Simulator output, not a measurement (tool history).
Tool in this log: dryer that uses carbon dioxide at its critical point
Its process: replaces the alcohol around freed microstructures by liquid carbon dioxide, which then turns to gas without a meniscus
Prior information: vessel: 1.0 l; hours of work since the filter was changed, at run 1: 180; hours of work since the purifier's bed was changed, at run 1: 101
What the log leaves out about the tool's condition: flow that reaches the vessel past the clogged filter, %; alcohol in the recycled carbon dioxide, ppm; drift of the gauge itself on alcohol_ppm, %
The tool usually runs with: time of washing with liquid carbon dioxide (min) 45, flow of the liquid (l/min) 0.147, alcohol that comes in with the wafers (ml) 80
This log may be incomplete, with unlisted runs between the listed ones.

run	day	time of washing with liquid carbon dioxide (min)	flow of the liquid (l/min)	alcohol that comes in with the wafers (ml)	hours of work since the filter was changed	hours of work since the purifier's bed was changed	alcohol left in the vessel before it's heated (ppm by volume)
1	0	45	0.147	80	180	101	262
2	0.412	45	0.147	80	187	108	261
3	0.871	33	0.147	80	195	116	1178
4	1.121	40	0.147	80	199	120	492
5	1.354	40	0.147	80	203	124	489
6	1.725	68	0.147	80	209	130	47
7	2.104	68	0.147	80	216	137	53
8	2.567	68	0.147	80	224	145	56
9	2.917	43	0.147	80	230	151	375
10	3.262	43	0.147	80	235	157	377
11	3.688	45	0.147	80	243	164	307
12	4.021	45	0.201	80	248	170	75
13	4.371	45	0.201	80	254	176	73
14	4.621	59	0.147	80	259	180	94
15	4.862	59	0.147	80	263	184	90
16	5.071	45	0.187	80	266	188	110
17	5.308	45	0.187	80	270	192	105
18	5.75	53	0.187	80	278	199	77
19	6.029	53	0.187	80	283	204	76
20	6.479	45	0.147	80	290	212	347
21	6.817	45	0.194	80	296	217	102
22	7.229	45	0.194	28	303	224	72
23	7.433	45	0.194	42	307	228	89
24	7.917	52	0.147	80	315	236	187
25	8.146	57	0.093	80	319	240	945
26	8.546	45	0.17	28	326	247	109
27	8.875	46	0.245	70	331	253	72
28	9.317	57	0.105	57	339	260	438
29	9.733	37	0.147	29	346	267	367
30	10.217	47	0.093	21	354	276	605
31	10.667	45	0.147	70	362	283	353
32	11.083	45	0.147	70	369	290	357
33	11.408	45	0.147	70	375	296	363
34	11.779	72	0.113	48	381	302	137
35	12.071	72	0.113	48	386	307	139
36	12.35	72	0.113	48	391	312	134
37	12.588	72	0.113	48	395	316	145
38	12.792	72	0.113	48	398	320	143
39	13.212	72	0.113	48	406	327	145
40	13.629	31	0.111	29	413	334	1772
41	13.888	36	0.147	107	417	338	1446
42	14.233	45	0.147	84	423	344	437
43	14.558	47	0.147	33	429	350	205
44	14.929	30	0.147	80	435	356	2273
45	15.171	53	0.147	91	439	360	251
46	15.442	43	0.093	80	444	365	3109
47	15.642	35	0.143	80	447	368	1408
# day 15.829: inlet filter changed
48	15.988	35	0.143	80	3	373	877

Measured result minus the same run's result without the hidden state. Both carry the same run-to-run variation, though not necessarily the same gauge scatter:
run	alcohol left in the vessel before it's heated (ppm by volume)
1	+88
2	+91
3	+275
4	+152
5	+153
6	+40
7	+41
8	+42
9	+141
10	+141
11	+130
12	+58
13	+58
14	+64
15	+67
16	+73
17	+74
18	+60
19	+62
20	+166
21	+75
22	+63
23	+71
24	+117
25	+368
26	+86
27	+69
28	+216
29	+175
30	+243
31	+196
32	+203
33	+209
34	+108
35	+108
36	+108
37	+114
38	+112
39	+115
40	+588
41	+661
42	+261
43	+147
44	+922
45	+181
46	+1172
47	+654
48	+114
